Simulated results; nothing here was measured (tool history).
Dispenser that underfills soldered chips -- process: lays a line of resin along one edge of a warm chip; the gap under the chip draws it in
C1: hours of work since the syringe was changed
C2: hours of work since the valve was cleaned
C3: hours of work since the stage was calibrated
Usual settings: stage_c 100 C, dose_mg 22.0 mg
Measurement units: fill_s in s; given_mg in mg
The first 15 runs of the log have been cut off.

Run 16, hour 120.8: usual settings but dose_mg 27.4 mg; C1 10; C2 20; C3 188. Result: fill_s 1126.3 s, given_mg 26.85 mg.
At hour 122.5: new syringe of resin.
Run 17, hour 128.8: usual settings but stage_c 90 C; C1 4; C2 26; C3 194. Result: fill_s 936.6 s, given_mg 21.64 mg.
Run 18, hour 134.8: usual settings but stage_c 89 C, dose_mg 20.0 mg; C1 9; C2 30; C3 198. Result: fill_s 1421.4 s, given_mg 19.51 mg.
At hour 138.7: new syringe of resin.
Run 19, hour 144.5: usual settings but stage_c 105 C, dose_mg 22.8 mg; C1 4; C2 37; C3 205. Result: fill_s 561.5 s, given_mg 22.21 mg.
Run 20, hour 150.2: usual settings but stage_c 102 C, dose_mg 20.7 mg; C1 8; C2 41; C3 209. Result: fill_s 872.3 s, given_mg 20.11 mg.
At hour 154.7: new syringe of resin.
Run 21, hour 154.7: usual settings but stage_c 102 C, dose_mg 20.7 mg; C1 0; C2 44; C3 212. Result: fill_s 416.7 s, given_mg 20.03 mg.
Run 22, hour 161.4: usual settings but stage_c 103 C, dose_mg 26.9 mg; C1 5; C2 49; C3 217. Result: fill_s 610.4 s, given_mg 25.78 mg.
Run 23, hour 166.1: usual settings but stage_c 98 C, dose_mg 27.5 mg; C1 8; C2 52; C3 220. Result: fill_s 953.7 s, given_mg 26.41 mg.
At hour 171.3: new syringe of resin.
Run 24, hour 175.3: usual settings but stage_c 88 C, dose_mg 23.1 mg; C1 3; C2 58; C3 226. Result: fill_s 819.8 s, given_mg 22.28 mg.
Run 25, hour 183.7: usual settings but dose_mg 19.6 mg; C1 9; C2 64; C3 232. Result: fill_s 1005.9 s, given_mg 18.73 mg.
At hour 187.3: new syringe of resin.
Run 26, hour 190.4: usual settings but stage_c 106 C, dose_mg 19.3 mg; C1 2; C2 69; C3 237. Result: fill_s 470.2 s, given_mg 18.33 mg.
Run 27, hour 196.5: usual settings but stage_c 114 C, dose_mg 25.9 mg; C1 7; C2 73; C3 241. Result: fill_s 519.4 s, given_mg 24.62 mg.
At hour 203.5: new syringe of resin.
Run 28, hour 206.1: usual settings but stage_c 103 C, dose_mg 22.3 mg; C1 2; C2 80; C3 248. Result: fill_s 483.8 s, given_mg 20.82 mg.
At hour 207.7: dispensing valve cleaned and set on the balance.
Run 29, hour 215.8: usual settings but stage_c 103 C, dose_mg 22.3 mg; C1 8; C2 6; C3 254. Result: fill_s 828.6 s, given_mg 22.09 mg.
At hour 220.5: new syringe of resin.
Run 30, hour 221.7: usual settings but stage_c 96 C, dose_mg 20.7 mg; C1 1; C2 10; C3 258. Result: fill_s 547.4 s, given_mg 20.62 mg.
Run 31, hour 231.2: usual settings but stage_c 107 C, dose_mg 20.7 mg; C1 8; C2 17; C3 265. Result: fill_s 724.1 s, given_mg 20.26 mg.
At hour 237.0: new syringe of resin.
Run 32, hour 238.7: usual settings but stage_c 107 C, dose_mg 20.7 mg; C1 1; C2 22; C3 270. Result: fill_s 402.7 s, given_mg 20.37 mg.
Run 33, hour 245.6: usual settings but stage_c 91 C, dose_mg 25.2 mg; C1 6; C2 27; C3 275. Result: fill_s 990.1 s, given_mg 24.59 mg.
Run 34, hour 250.6: usual settings but stage_c 110 C, dose_mg 23.4 mg; C1 10; C2 30; C3 278. Result: fill_s 757.5 s, given_mg 22.85 mg.

Below are 5 alternative next runs, each starting from the tool's condition after run 34. Predict each:
At hour 253.1: new syringe of resin.
Run A, hour 259.6: usual settings but dose_mg 21.1 mg; C1 5; C2 36; C3 285. Result: fill_s ?, given_mg ?.
At hour 253.1: new syringe of resin.
Run B, hour 259.6: usual settings but stage_c 110 C, dose_mg 24.4 mg; C1 5; C2 36; C3 285. Result: fill_s ?, given_mg ?.
At hour 253.1: new syringe of resin.
Run C, hour 259.6: usual settings but stage_c 97 C, dose_mg 28.3 mg; C1 5; C2 36; C3 285. Result: fill_s ?, given_mg ?.
At hour 253.1: new syringe of resin.
Run D, hour 259.6: usual settings but stage_c 110 C, dose_mg 26.9 mg; C1 5; C2 36; C3 285. Result: fill_s ?, given_mg ?.
At hour 253.1: new syringe of resin.
Run E, hour 259.6: usual settings but dose_mg 24.8 mg; C1 5; C2 36; C3 285. Result: fill_s ?, given_mg ?.

run  fill_s  given_mg
  A   661.9     20.69
  B   493.5     23.75
  C   728.4     27.42
  D   486.5     25.98
  E   661.0     24.03
Had the tool no hidden state, the same runs would have come out as:
run  fill_s  given_mg
  A   455.2     21.31
  B   339.5     24.47
  C   503.1     28.25
  D   335.1     26.77
  E   455.8     24.76

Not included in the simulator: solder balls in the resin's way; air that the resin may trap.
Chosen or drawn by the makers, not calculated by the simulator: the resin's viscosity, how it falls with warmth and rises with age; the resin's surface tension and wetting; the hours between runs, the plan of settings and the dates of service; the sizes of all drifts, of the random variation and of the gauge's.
